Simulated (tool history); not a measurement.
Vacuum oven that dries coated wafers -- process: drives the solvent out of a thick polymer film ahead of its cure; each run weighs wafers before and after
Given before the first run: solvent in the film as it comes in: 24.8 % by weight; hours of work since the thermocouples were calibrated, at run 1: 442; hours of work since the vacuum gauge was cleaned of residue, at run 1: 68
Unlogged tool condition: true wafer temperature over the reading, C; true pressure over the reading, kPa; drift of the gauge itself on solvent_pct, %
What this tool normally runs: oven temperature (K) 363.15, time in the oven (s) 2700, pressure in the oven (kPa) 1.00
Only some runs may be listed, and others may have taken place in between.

run    hour  oven temperature (K)  time in the oven (s)  pressure in the oven (kPa)  hours of work since the thermocouples were calibrated  hours of work since the vacuum gauge was cleaned of residue  solvent left in the film (%)
  1     0.0                363.15                  2700                        1.00                                                    442                                                           68                          1.14
  2    29.1                363.15                  2700                        1.00                                                    457                                                           83                          1.16
  3    65.8                363.15                  2700                        1.00                                                    476                                                          102                          1.08
  4   115.9                363.15                  1680                        1.00                                                    502                                                          128                          2.98
  5   157.9                377.15                  2700                        1.00                                                    523                                                          149                          0.29
  6   208.2                377.15                  2700                        1.00                                                    549                                                          175                          0.28
  7   258.2                365.15                  2700                        1.00                                                    575                                                          201                          0.89
  8   290.3                365.15                  2700                        1.00                                                    591                                                          217                          0.85
  9   317.3                363.15                  4500                        1.00                                                    605                                                          231                          0.52
 10   343.6                363.15                  4500                        1.00                                                    619                                                          245                          0.47
 11   402.0                363.15                  4500                        1.00                                                    649                                                          275                          0.51
 12   442.7                363.15                  4500                        1.00                                                    670                                                          296                          0.50
 13   490.3                363.15                  4500                        1.00                                                    694                                                          320                          0.50
 14   537.2                363.15                  2700                        1.00                                                    718                                                          344                          1.10
      554.4  -- oven's thermocouples calibrated
 15   579.3                363.15                  2700                        1.00                                                     13                                                          365                          1.30
 16   612.0                363.15                  1680                        1.00                                                     30                                                          382                          3.21
 17   658.0                363.15                  1680                        1.00                                                     53                                                          405                          3.24
 18   702.3                363.15                  1680                        1.00                                                     76                                                          428                          3.19
 19   741.1                367.15                  2400                        2.40                                                     96                                                          448                          1.46
 20   796.8                355.15                  2700                        0.71                                                    125                                                          477                          3.13
 21   843.9                364.15                  1740                        0.75                                                    149                                                          501                          2.60
 22   891.3                364.15                  1740                        0.75                                                    173                                                          525                          2.59
 23   925.4                363.15                  1680                        2.71                                                    191                                                          543                          3.81
 24   983.8                374.15                  3960                        1.85                                                    221                                                          573                          0.53
 25  1011.7                364.15                  2580                        1.16                                                    235                                                          587                          1.32
 26  1068.8                378.15                  2100                        1.40                                                    264                                                          616                          0.41
 27  1115.0                378.15                  2100                        1.40                                                    288                                                          640                          0.37
 28  1170.8                378.15                  2100                        1.40                                                    317                                                          669                          0.39
 29  1223.2                370.15                  2340                        1.05                                                    344                                                          696                          0.71

Below are 3 alternative next runs, each starting from the tool's condition after run 29. Predict each:
  A  1255.3                367.15                  1440                        0.51                                                    360                                                          712                             ?
  B  1255.3                367.15                  2520                        3.98                                                    360                                                          712                             ?
  C  1255.3                352.15                  4320                        1.05                                                    360                                                          712                             ?

run  solvent left in the film (%)
  A                          2.51
  B                          1.86
  C                          2.00
Take away the tool's hidden state, keep each run's random variation, and the runs would have read:
run  solvent left in the film (%)
  A                          2.57
  B                          1.87
  C                          2.00
